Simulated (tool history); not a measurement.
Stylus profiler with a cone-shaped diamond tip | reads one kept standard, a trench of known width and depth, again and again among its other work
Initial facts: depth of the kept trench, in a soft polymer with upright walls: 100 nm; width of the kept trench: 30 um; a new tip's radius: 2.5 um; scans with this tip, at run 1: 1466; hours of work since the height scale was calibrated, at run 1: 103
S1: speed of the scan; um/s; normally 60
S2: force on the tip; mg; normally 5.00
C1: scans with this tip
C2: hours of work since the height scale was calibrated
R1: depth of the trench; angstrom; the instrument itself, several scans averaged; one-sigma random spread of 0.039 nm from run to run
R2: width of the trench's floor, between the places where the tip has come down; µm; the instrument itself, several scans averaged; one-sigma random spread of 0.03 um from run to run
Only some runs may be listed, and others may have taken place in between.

run	hour	S1	S2	C1	C2	R1	R2
1	0.0	60	5.00	1466	103	1014.7	28.31
2	42.6	60	5.00	1780	125	1014.9	28.25
3	81.8	60	5.00	2069	146	1015.0	28.18
4	109.3	60	5.00	2271	160	1014.8	28.20
5	138.3	60	5.00	2485	175	1014.8	28.19
6	167.9	60	5.00	2703	190	1014.9	28.22
7	197.0	38	5.00	2917	206	1014.8	28.29
8	242.0	28	6.88	3249	229	1018.3	28.34
9	277.8	28	6.88	3512	248	1018.2	28.31
# hour 283.3: height scale calibrated on a step standard
10	314.9	28	6.88	3782	16	1018.9	28.33
11	349.1	28	9.73	4034	34	1024.5	28.32
12	406.3	28	9.73	4455	64	1024.4	28.33
13	442.9	16	7.50	4725	83	1020.0	28.19

Each row is a separate what-if for the run after 13, all from the same tool condition, not one after another. Results?
A	496.9	60	10.57	5122	111	?	?
B	496.9	127	12.85	5122	111	?	?
C	496.9	31	8.88	5122	111	?	?

run	R1	R2
A	1026.0	28.15
B	1029.1	28.03
C	1023.5	28.26
What these runs would have given with no unlogged condition in the tool:
run	R1	R2
A	1024.6	28.42
B	1027.7	28.29
C	1022.1	28.52

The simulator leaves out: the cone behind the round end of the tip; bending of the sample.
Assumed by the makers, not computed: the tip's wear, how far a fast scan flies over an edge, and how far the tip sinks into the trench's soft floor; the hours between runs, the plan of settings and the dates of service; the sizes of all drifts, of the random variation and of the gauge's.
